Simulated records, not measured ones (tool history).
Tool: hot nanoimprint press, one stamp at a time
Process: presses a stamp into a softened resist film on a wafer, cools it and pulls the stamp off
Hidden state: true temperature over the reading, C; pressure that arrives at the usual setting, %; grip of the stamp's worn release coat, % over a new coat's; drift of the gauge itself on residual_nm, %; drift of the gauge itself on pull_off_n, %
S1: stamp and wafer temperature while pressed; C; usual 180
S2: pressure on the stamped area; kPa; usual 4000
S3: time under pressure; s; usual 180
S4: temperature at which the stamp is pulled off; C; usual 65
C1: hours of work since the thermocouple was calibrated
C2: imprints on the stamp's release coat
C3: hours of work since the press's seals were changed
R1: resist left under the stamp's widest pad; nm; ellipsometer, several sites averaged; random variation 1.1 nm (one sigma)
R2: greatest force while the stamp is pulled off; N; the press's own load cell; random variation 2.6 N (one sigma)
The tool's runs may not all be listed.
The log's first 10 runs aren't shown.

Run 11, day 16.992: usual settings but S4 53 C; C1 235; C2 629; C3 574. Result: R1 174.3 nm, R2 152 N.
Run 12, day 19.233: usual settings but S1 179 C; C1 258; C2 786; C3 597. Result: R1 182.6 nm, R2 144 N.
Run 13, day 20.688: usual settings but S1 179 C; C1 273; C2 887; C3 612. Result: R1 181.2 nm, R2 146 N.
Run 14, day 22.433: usual settings but S1 179 C; C1 291; C2 1009; C3 630. Result: R1 181.7 nm, R2 151 N.
Run 15, day 24.283: usual settings; C1 310; C2 1138; C3 649. Result: R1 174.7 nm, R2 154 N.
At day 25.858: plate thermocouple calibrated.
Run 16, day 26.829: usual settings; C1 10; C2 1307; C3 673. Result: R1 173.2 nm, R2 156 N.
Run 17, day 29.642: usual settings but S1 192 C, S3 140 s; C1 39; C2 1503; C3 702. Result: R1 118.0 nm, R2 165 N.
Run 18, day 31.604: usual settings but S1 192 C, S3 140 s; C1 59; C2 1640; C3 722. Result: R1 119.6 nm, R2 170 N.
At day 32.846: stamp cleaned and given a new release coat.
Run 19, day 33.175: usual settings but S1 175 C, S3 140 s, S4 70 C; C1 72; C2 23; C3 736. Result: R1 217.3 nm, R2 113 N.
Run 20, day 34.696: usual settings but S1 172 C, S2 3130 kPa, S3 126 s, S4 60 C; C1 88; C2 129; C3 751. Result: R1 250.3 nm, R2 123 N.
Run 21, day 36.488: usual settings but S1 172 C, S2 3130 kPa, S3 126 s, S4 60 C; C1 106; C2 254; C3 770. Result: R1 250.6 nm, R2 131 N.
Run 22, day 39.142: usual settings but S4 71 C; C1 134; C2 439; C3 797. Result: R1 172.6 nm, R2 120 N.
Run 23, day 41.696: usual settings but S1 190 C, S4 61 C; C1 160; C2 617; C3 823. Result: R1 117.1 nm, R2 140 N.
Run 24, day 43.083: usual settings but S1 190 C, S4 61 C; C1 174; C2 714; C3 837. Result: R1 118.7 nm, R2 144 N.
Run 25, day 44.817: usual settings but S1 181 C, S4 61 C; C1 192; C2 835; C3 855. Result: R1 167.9 nm, R2 150 N.
Run 26, day 46.562: usual settings but S3 164 s, S4 71 C; C1 210; C2 957; C3 873. Result: R1 180.0 nm, R2 145 N.
Run 27, day 48.346: usual settings but S3 164 s, S4 71 C; C1 228; C2 1082; C3 891. Result: R1 180.5 nm, R2 148 N.
Run 28, day 50.004: usual settings but S1 168 C, S3 189 s, S4 53 C; C1 245; C2 1197; C3 908. Result: R1 247.8 nm, R2 163 N.
Run 29, day 51.196: usual settings but S1 176 C, S3 189 s, S4 72 C; C1 257; C2 1281; C3 920. Result: R1 200.3 nm, R2 152 N.
Run 30, day 52.338: usual settings but S1 176 C, S3 189 s, S4 72 C; C1 269; C2 1360; C3 932. Result: R1 197.9 nm, R2 155 N.

4 ways to go on from here, each from the tool as it stands after run 30. What would each give?
Run A, day 55.175: usual settings but S3 104 s; C1 298; C2 1558; C3 961. Result: R1 ?, R2 ?.
Run B, day 55.175: usual settings but S1 176 C, S3 110 s, S4 72 C; C1 298; C2 1558; C3 961. Result: R1 ?, R2 ?.
Run C, day 55.175: usual settings but S1 176 C, S3 189 s, S4 72 C; C1 298; C2 1558; C3 961. Result: R1 ?, R2 ?.
Run D, day 55.175: usual settings but S2 2610 kPa; C1 298; C2 1558; C3 961. Result: R1 ?, R2 ?.

run     R1   R2
  A  204.4  165
  B  229.6  159
  C  199.4  160
  D  203.5  169
Without the tool's hidden state the same runs would have given:
run     R1   R2
  A  198.5  116
  B  224.0  112
  C  193.2  113
  D  199.2  119
